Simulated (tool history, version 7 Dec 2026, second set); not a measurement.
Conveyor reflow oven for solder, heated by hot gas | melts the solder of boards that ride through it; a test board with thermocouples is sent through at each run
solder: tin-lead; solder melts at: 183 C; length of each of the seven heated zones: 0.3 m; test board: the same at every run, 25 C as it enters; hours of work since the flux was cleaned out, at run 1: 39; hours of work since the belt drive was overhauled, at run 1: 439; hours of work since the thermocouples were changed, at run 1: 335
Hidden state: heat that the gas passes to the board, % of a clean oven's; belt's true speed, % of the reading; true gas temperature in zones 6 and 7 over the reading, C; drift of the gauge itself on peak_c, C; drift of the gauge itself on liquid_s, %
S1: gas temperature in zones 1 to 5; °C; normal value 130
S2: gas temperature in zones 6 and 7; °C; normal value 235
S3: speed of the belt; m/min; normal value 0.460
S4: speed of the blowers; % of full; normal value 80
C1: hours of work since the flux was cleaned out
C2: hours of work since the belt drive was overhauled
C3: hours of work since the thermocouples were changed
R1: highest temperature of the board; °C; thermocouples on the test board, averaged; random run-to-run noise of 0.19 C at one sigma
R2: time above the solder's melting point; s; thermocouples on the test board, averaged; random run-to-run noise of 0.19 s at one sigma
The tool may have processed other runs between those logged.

run,hour,S1,S2,S3,S4,C1,C2,C3,R1,R2
1,0.0,130,235,0.460,80,39,439,335,217.0,56.1
2,5.0,130,235,0.460,80,43,443,339,217.3,56.2
3,9.4,130,223,0.460,80,47,447,342,206.2,46.2
4,19.4,130,235,0.460,86,55,455,350,218.3,56.7
5,25.0,130,235,0.460,86,59,459,355,217.8,56.8
6,30.8,130,235,0.460,86,64,464,359,217.7,56.7
7,35.6,130,235,0.460,86,68,468,363,217.8,56.9
8,45.7,130,235,0.460,86,76,476,371,217.7,56.7
9,56.4,130,236,0.460,80,84,484,380,217.5,56.6
10,64.0,130,235,0.460,80,90,490,386,216.8,55.4
11,71.1,130,235,0.460,80,96,496,391,216.5,55.4
12,81.6,130,235,0.460,53,104,504,400,211.6,49.9
# hour 87.2: flux residue cleaned out of gas plates and filters
13,97.2,130,235,0.460,88,8,513,408,217.2,56.2
14,102.6,130,235,0.460,88,12,517,413,217.2,56.3
15,113.4,130,235,0.460,88,21,526,421,217.0,56.1
16,119.2,120,236,0.546,88,26,530,426,209.3,37.2
17,128.4,134,226,0.550,88,33,538,433,204.3,35.6
18,137.4,134,226,0.550,88,40,545,440,203.7,35.6
19,141.9,123,224,0.427,60,44,549,444,204.3,44.3
# hour 151.9: flux residue cleaned out of gas plates and filters, once more
20,153.4,143,235,0.460,73,1,554,449,218.4,61.3
21,159.0,143,235,0.460,73,6,558,454,218.5,62.1
22,167.5,143,235,0.460,73,12,565,460,218.7,61.9
23,173.5,117,224,0.481,75,17,570,465,202.4,36.0
24,178.2,117,233,0.390,75,21,574,469,218.1,63.9
25,187.5,117,233,0.390,75,28,581,476,217.8,63.4
26,192.3,117,233,0.390,75,32,585,480,217.9,63.7
27,198.0,117,233,0.390,75,37,589,485,217.7,63.6
28,204.5,117,233,0.390,75,42,595,490,217.7,63.7
29,210.4,130,233,0.461,75,47,599,495,213.6,53.5
30,216.6,124,235,0.400,68,52,604,500,218.4,64.5

What differs in the tool's unlogged condition from the final listed run ahead of each entry between runs to the first listed run following it?
Between runs 12 and 13: flux residue cleaned out of gas plates and filters (hour 87.2)
  heat that the gas passes to the board, % of a clean oven's: 96.7 -> 95.3; belt's true speed, % of the reading: 99.51 -> 99.5; true gas temperature in zones 6 and 7 over the reading, C: -0.24 -> -0.26
  measured minus no-state result, R1: -0.9 -> -1.4 °C; R2: -0.7 -> -1.0 s
Between runs 19 and 20: flux residue cleaned out of gas plates and filters, once more (hour 151.9)
  heat that the gas passes to the board, % of a clean oven's: 94.2 -> 99.4; true gas temperature in zones 6 and 7 over the reading, C: -0.34 -> -0.35
  measured minus no-state result, R1: -1.5 -> -0.2 °C; R2: -2.0 -> +0.2 s
